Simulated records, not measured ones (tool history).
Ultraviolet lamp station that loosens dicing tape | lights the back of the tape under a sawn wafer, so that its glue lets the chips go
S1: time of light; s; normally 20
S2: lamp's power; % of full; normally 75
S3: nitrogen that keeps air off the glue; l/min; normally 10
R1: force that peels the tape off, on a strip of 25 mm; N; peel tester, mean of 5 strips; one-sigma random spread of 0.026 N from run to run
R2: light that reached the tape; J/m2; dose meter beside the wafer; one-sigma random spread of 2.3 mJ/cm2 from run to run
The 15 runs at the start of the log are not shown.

run 16 hour=107.4 | S1=10 S2=75 S3=10 | R1=4.287 R2=1000
run 17 hour=114.4 | S1=13 S2=62 S3=11 | R1=3.858 R2=1110
run 18 hour=120.2 | S1=15 S2=63 S3=7 | R1=3.905 R2=1230
run 19 hour=124.8 | S1=15 S2=63 S3=7 | R1=4.051 R2=1240
run 20 hour=131.2 | S1=20 S2=75 S3=5 | R1=2.600 R2=1960
run 21 hour=139.7 | S1=20 S2=75 S3=6 | R1=2.370 R2=2010
run 22 hour=148.4 | S1=15 S2=62 S3=5 | R1=4.575 R2=1240
-- hour=149.5 window cleaned of glue's vapour
run 23 hour=155.4 | S1=15 S2=62 S3=5 | R1=4.939 R2=1090
run 24 hour=161.5 | S1=15 S2=62 S3=5 | R1=4.896 R2=1090
run 25 hour=170.8 | S1=15 S2=62 S3=5 | R1=5.058 R2=1110
run 26 hour=177.2 | S1=14 S2=72 S3=14 | R1=3.079 R2=1200
-- hour=181.7 window cleaned of glue's vapour, once more
run 27 hour=184.3 | S1=11 S2=96 S3=7 | R1=3.078 R2=1520
run 28 hour=189.0 | S1=11 S2=96 S3=7 | R1=3.092 R2=1540
run 29 hour=197.9 | S1=12 S2=73 S3=7 | R1=3.780 R2=1310
run 30 hour=203.2 | S1=12 S2=71 S3=5 | R1=4.530 R2=1300
run 31 hour=209.9 | S1=21 S2=92 S3=8 | R1=1.031 R2=2840

3 ways to go on from here, each from the tool as it stands after run 31. What would each give?
run A hour=215.6 | S1=20 S2=63 S3=13 | R1=? R2=?
run B hour=215.6 | S1=23 S2=76 S3=8 | R1=? R2=?
run C hour=215.6 | S1=14 S2=73 S3=6 | R1=? R2=?

run=A R1=1.679 R2=1890
run=B R1=1.262 R2=2570
run=C R1=3.548 R2=1530
Without the tool's hidden state the same runs would have given:
run=A R1=1.501 R2=2000
run=B R1=1.113 R2=2730
run=C R1=3.296 R2=1620
